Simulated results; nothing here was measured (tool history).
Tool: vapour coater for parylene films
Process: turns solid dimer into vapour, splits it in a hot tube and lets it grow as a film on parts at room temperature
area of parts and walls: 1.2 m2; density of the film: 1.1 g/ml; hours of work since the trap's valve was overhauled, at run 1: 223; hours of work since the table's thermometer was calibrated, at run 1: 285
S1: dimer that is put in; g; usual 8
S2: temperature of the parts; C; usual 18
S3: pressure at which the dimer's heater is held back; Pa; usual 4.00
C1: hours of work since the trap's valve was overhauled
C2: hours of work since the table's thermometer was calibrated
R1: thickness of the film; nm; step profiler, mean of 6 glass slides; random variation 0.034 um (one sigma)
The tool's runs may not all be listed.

run,hour,S1,S2,S3,C1,C2,R1
1,0.0,8,18,4.00,223,285,4220
2,32.6,7,18,4.00,246,308,3720
3,55.0,7,18,4.00,262,324,3660
4,69.7,8,18,4.00,272,334,4220
5,91.5,4,18,4.00,287,350,2120
6,110.9,4,18,4.00,301,363,2060
7,132.1,10,18,4.00,316,378,5210
8,156.2,10,18,4.00,333,395,5180
9,178.3,8,18,4.00,349,411,4110
10,204.3,8,11,4.00,367,429,5150
11,234.2,8,11,4.00,388,450,5180
12,264.8,6,11,8.37,410,472,3240
13,281.8,6,11,8.37,422,484,3260
14,302.0,6,11,8.37,436,498,3210
15,330.6,6,24,8.37,456,518,2060
16,345.5,6,14,2.68,467,529,3750
17,368.4,6,11,2.68,483,545,4030
18,385.3,8,18,7.07,495,557,3490
19,403.8,14,18,2.19,508,570,8090
20,418.6,14,18,2.19,518,581,8050

The next listed run, before its measurement:
21,448.3,8,20,4.45,539,601,?

{"run 21": {"R1": 3590}}
Without the tool's hidden state the same run would have given R1 4080 nm.
